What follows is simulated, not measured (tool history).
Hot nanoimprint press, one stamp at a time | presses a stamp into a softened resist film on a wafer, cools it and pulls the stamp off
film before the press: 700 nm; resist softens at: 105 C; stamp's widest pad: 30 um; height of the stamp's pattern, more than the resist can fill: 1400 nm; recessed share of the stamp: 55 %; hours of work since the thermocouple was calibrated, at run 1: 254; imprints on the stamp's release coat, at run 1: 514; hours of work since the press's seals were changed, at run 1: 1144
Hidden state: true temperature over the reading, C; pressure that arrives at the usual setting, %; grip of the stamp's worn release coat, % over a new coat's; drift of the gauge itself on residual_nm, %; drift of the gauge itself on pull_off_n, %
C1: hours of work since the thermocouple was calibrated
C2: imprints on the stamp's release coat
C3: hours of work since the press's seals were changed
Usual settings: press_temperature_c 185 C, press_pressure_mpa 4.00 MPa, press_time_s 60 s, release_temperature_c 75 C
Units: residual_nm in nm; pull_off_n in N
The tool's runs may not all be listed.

Run 1, day 0.000: usual settings; C1 254; C2 514; C3 1144. Result: residual_nm 256.0 nm, pull_off_n 241 N.
Run 2, day 2.633: usual settings; C1 286; C2 646; C3 1176. Result: residual_nm 254.0 nm, pull_off_n 256 N.
Run 3, day 5.433: usual settings; C1 321; C2 787; C3 1211. Result: residual_nm 257.0 nm, pull_off_n 252 N.
Run 4, day 7.225: usual settings; C1 343; C2 877; C3 1233. Result: residual_nm 258.7 nm, pull_off_n 252 N.
Run 5, day 9.512: usual settings but press_time_s 107 s; C1 371; C2 992; C3 1261. Result: residual_nm 204.6 nm, pull_off_n 268 N.
At day 12.150: stamp cleaned and given a new release coat.
Run 6, day 12.658: usual settings but press_time_s 107 s; C1 407; C2 25; C3 1297. Result: residual_nm 206.3 nm, pull_off_n 216 N.
Run 7, day 13.917: usual settings but press_time_s 107 s; C1 422; C2 89; C3 1312. Result: residual_nm 206.3 nm, pull_off_n 226 N.
Run 8, day 15.954: usual settings; C1 447; C2 191; C3 1337. Result: residual_nm 263.1 nm, pull_off_n 219 N.
At day 16.588: plate thermocouple calibrated.
Run 9, day 18.338: usual settings; C1 22; C2 305; C3 1365. Result: residual_nm 250.2 nm, pull_off_n 229 N.
At day 19.529: press's hydraulic seals changed and the load cell set to zero.
Run 10, day 20.262: usual settings; C1 41; C2 385; C3 9. Result: residual_nm 243.5 nm, pull_off_n 227 N.
Run 11, day 23.238: usual settings; C1 78; C2 534; C3 46. Result: residual_nm 246.1 nm, pull_off_n 232 N.
Run 12, day 25.954: usual settings; C1 111; C2 671; C3 79. Result: residual_nm 246.6 nm, pull_off_n 245 N.
Run 13, day 27.775: usual settings; C1 134; C2 763; C3 102. Result: residual_nm 246.8 nm, pull_off_n 249 N.
Run 14, day 30.404: usual settings; C1 166; C2 895; C3 134. Result: residual_nm 249.6 nm, pull_off_n 252 N.
Run 15, day 32.588: usual settings but press_time_s 43 s, release_temperature_c 67 C; C1 193; C2 1005; C3 161. Result: residual_nm 287.1 nm, pull_off_n 309 N.
At day 35.075: stamp cleaned and given a new release coat.
Run 16, day 35.525: usual settings but press_temperature_c 183 C, press_pressure_mpa 3.50 MPa, press_time_s 43 s, release_temperature_c 67 C; C1 226; C2 23; C3 194. Result: residual_nm 329.2 nm, pull_off_n 252 N.
Run 17, day 38.096: usual settings but press_temperature_c 183 C, press_pressure_mpa 3.50 MPa, press_time_s 43 s, release_temperature_c 67 C; C1 258; C2 152; C3 226. Result: residual_nm 323.5 nm, pull_off_n 263 N.
Run 18, day 39.379: usual settings but press_temperature_c 183 C, press_pressure_mpa 3.50 MPa, press_time_s 43 s, release_temperature_c 67 C; C1 273; C2 216; C3 241. Result: residual_nm 326.6 nm, pull_off_n 276 N.
Run 19, day 40.771: usual settings but press_temperature_c 182 C, press_pressure_mpa 3.50 MPa, press_time_s 81 s; C1 291; C2 286; C3 258. Result: residual_nm 263.7 nm, pull_off_n 233 N.
Run 20, day 42.325: usual settings but press_temperature_c 184 C, press_pressure_mpa 3.43 MPa, press_time_s 73 s, release_temperature_c 77 C; C1 310; C2 365; C3 278. Result: residual_nm 261.1 nm, pull_off_n 224 N.
Run 21, day 45.104: usual settings but press_temperature_c 184 C, press_pressure_mpa 3.43 MPa, press_time_s 73 s, release_temperature_c 77 C; C1 344; C2 504; C3 312. Result: residual_nm 262.1 nm, pull_off_n 233 N.
Run 22, day 47.808: usual settings but press_temperature_c 179 C, press_pressure_mpa 3.73 MPa, press_time_s 73 s, release_temperature_c 77 C; C1 377; C2 640; C3 345. Result: residual_nm 297.3 nm, pull_off_n 244 N.

4 ways to go on from here, each from the tool as it stands after run 22. What would each give?
Run A, day 49.433: usual settings but press_temperature_c 179 C, press_pressure_mpa 5.27 MPa, press_time_s 73 s, release_temperature_c 65 C; C1 397; C2 722; C3 365. Result: residual_nm ?, pull_off_n ?.
Run B, day 49.433: usual settings but press_temperature_c 179 C, press_pressure_mpa 3.39 MPa, press_time_s 91 s, release_temperature_c 77 C; C1 397; C2 722; C3 365. Result: residual_nm ?, pull_off_n ?.
Run C, day 49.433: usual settings but press_temperature_c 176 C, press_time_s 46 s; C1 397; C2 722; C3 365. Result: residual_nm ?, pull_off_n ?.
Run D, day 49.433: usual settings but press_temperature_c 179 C, press_pressure_mpa 5.73 MPa, press_time_s 73 s, release_temperature_c 77 C; C1 397; C2 722; C3 365. Result: residual_nm ?, pull_off_n ?.

run  residual_nm  pull_off_n
  A        254.8         309
  B        285.9         245
  C        380.8         255
  D        246.2         247
Without the tool's hidden state the same runs would have given:
run  residual_nm  pull_off_n
  A        242.4         265
  B        273.0         209
  C        365.1         217
  D        234.0         210
